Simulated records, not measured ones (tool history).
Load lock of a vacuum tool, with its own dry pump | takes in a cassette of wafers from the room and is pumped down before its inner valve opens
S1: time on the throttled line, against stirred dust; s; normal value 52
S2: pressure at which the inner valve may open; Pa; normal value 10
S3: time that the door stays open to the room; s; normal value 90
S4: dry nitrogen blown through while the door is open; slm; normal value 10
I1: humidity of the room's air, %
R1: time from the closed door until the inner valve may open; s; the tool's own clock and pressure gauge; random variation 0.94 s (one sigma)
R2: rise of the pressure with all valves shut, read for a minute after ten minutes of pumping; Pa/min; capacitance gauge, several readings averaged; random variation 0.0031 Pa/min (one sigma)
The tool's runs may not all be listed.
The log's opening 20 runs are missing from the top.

run    hour  S1  S2   S3  S4    I1     R1     R2
 21  2306.1  88  13   46   4  49.3  178.5  0.126
 22  2404.6  88  15   54  18  45.7  180.3  0.128
 23  2483.9  88  15   54  18  44.4  177.1  0.128
 24  2588.1  88  15   54  18  44.7  176.9  0.139
 25    2660  45  11  106   7  46.2  152.6   0.18
 26  2759.7  45  11  106   7  45.6  153.3  0.188
 27  2889.2  45  11  106   7    44  155.5   0.19
 28  2973.3  38   8   82  22  46.1  155.3  0.181
 29  3111.1  38   8   82   7  44.9  154.8  0.199
 30  3252.2  52   8   90  10  44.4  165.6   0.22

Consider 4 possible next runs. They are alternatives, not a sequence: every one starts from the tool as it was left by run 30. What does each give?
  A  3357.7  69   8   66   4  44.8   ?   ?
  B  3357.7  52  15   30  43  44.5   ?   ?
  C  3357.7  84  10  135  10  46.7   ?   ?
  D  3357.7  52   9   58   5  46.6   ?   ?

run     R1     R2
  A  176.6  0.225
  B  156.9  0.186
  C  181.8  0.245
  D  162.5  0.228
Take away the tool's hidden state, keep each run's random variation, and the runs would have read:
run     R1     R2
  A  164.7  0.054
  B  145.3  0.013
  C  170.9  0.072
  D  150.2  0.055
